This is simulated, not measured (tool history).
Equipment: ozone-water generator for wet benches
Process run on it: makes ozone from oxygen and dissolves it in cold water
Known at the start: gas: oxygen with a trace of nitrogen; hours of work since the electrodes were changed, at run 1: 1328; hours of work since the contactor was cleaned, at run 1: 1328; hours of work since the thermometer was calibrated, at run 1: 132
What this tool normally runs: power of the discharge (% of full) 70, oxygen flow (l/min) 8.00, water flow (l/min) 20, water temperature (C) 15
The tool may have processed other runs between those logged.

run    hour  power of the discharge (% of full)  oxygen flow (l/min)  water flow (l/min)  water temperature (C)  hours of work since the electrodes were changed  hours of work since the contactor was cleaned  hours of work since the thermometer was calibrated  dissolved ozone (ppm)  ozone in the gas ahead of the water (g/m3)
  1     0.0                                  70                 8.00                  20                     15                                             1328                                           1328                                                 132                   25.6                                       157.8
  2   114.8                                  70                 8.00                  20                     15                                             1436                                           1436                                                 240                   25.0                                       159.4
  3   170.2                                  70                 8.00                  20                     15                                             1489                                           1489                                                 293                   25.4                                       157.8
  4   276.9                                  70                 8.00                  20                     15                                             1589                                           1589                                                 393                   25.3                                       155.0
  5   338.5                                  70                 8.00                  20                     15                                             1648                                           1648                                                 451                   24.6                                       157.6
  6   460.4                                  70                 8.00                  20                     15                                             1762                                           1762                                                 566                   24.7                                       155.6
      489.3  -- contactor cleaned
  7   532.2                                  70                 8.00                  20                     15                                             1826                                             40                                                 630                   24.7                                       154.1
  8   623.8                                  70                 8.00                  20                     15                                             1913                                            127                                                 717                   24.6                                       153.6
  9   740.0                                  70                 8.00                  20                     15                                             2023                                            237                                                 826                   24.4                                       151.7
 10   849.6                                  70                 8.00                  20                     15                                             2126                                            340                                                 930                   24.2                                       151.2
 11   908.8                                  70                 8.00                  20                     15                                             2182                                            396                                                 986                   24.2                                       150.0
 12  1025.0                                  70                 8.00                  20                     16                                             2292                                            506                                                1096                   23.3                                       150.3
 13  1110.1                                  70                 8.00                  20                     16                                             2372                                            586                                                1176                   23.1                                       148.4
 14  1167.3                                  70                 8.00                  20                     15                                             2426                                            640                                                1230                   23.6                                       146.1
 15  1273.8                                  48                 9.16                  17                     17                                             2526                                            740                                                1330                   20.7                                       116.8
 16  1356.4                                  91                 8.00                  20                     15                                             2604                                            818                                                1408                   26.3                                       167.3
 17  1455.7                                  70                 8.00                  26                      8                                             2698                                            912                                                1502                   21.9                                       146.2
 18  1567.2                                  64                 8.00                  26                     10                                             2803                                           1017                                                1607                   20.1                                       137.1
 19  1665.3                                  70                 8.00                  16                     15                                             2896                                           1110                                                1700                   25.8                                       144.5
 20  1748.2                                  70                11.96                  20                      7                                             2974                                           1188                                                1778                   26.6                                       120.1
 21  1816.1                                  70                 8.00                  32                     15                                             3038                                           1252                                                1842                   16.6                                       142.9
 22  1902.3                                  70                 8.00                  32                     15                                             3120                                           1334                                                1923                   16.6                                       141.5
 23  1964.3                                  70                 8.00                  32                      9                                             3178                                           1392                                                1982                   17.8                                       139.9
 24  2060.1                                  70                 6.22                  29                     20                                             3269                                           1482                                                2072                   15.6                                       154.1
 25  2172.7                                  63                 6.92                  20                      8                                             3375                                           1589                                                2179                   22.8                                       140.1
 26  2274.7                                  63                 5.15                  20                      8                                             3471                                           1685                                                2275                   21.4                                       157.1
 27  2362.8                                  63                 5.15                  20                      8                                             3554                                           1768                                                2358                   21.2                                       156.3

Selected run-to-run steps in dissolved ozone (ppm), each split into two signed amounts: the part the tool would show with no hidden state at all (from settings, incoming material and random variation), and the remainder, which goes to the hidden state together with any gauge scatter not common to the measured and the hidden-state-free results:
Hidden state present: yield of the discharge, % of new electrodes'; contactor's efficiency, % of a clean one's; true water temperature over the reading, C; drift of the gauge itself on ozone_ppm, %; drift of the gauge itself on gas_g_m3, %.
Run 15 -> 16: power of the discharge (% of full) 48 -> 91, oxygen flow (l/min) 9.16 -> 8.00, water flow (l/min) 17 -> 20, water temperature (C) 17 -> 15. dissolved ozone (ppm) +5.6: hidden state -3.0, all else +8.6.
Run 20 -> 21: oxygen flow (l/min) 11.96 -> 8.00, water flow (l/min) 20 -> 32, water temperature (C) 7 -> 15. dissolved ozone (ppm) -10.0: hidden state +2.3, all else -12.3.
Run 24 -> 25: power of the discharge (% of full) 70 -> 63, oxygen flow (l/min) 6.22 -> 6.92, water flow (l/min) 29 -> 20, water temperature (C) 20 -> 8. dissolved ozone (ppm) +7.2: hidden state -1.9, all else +9.1.
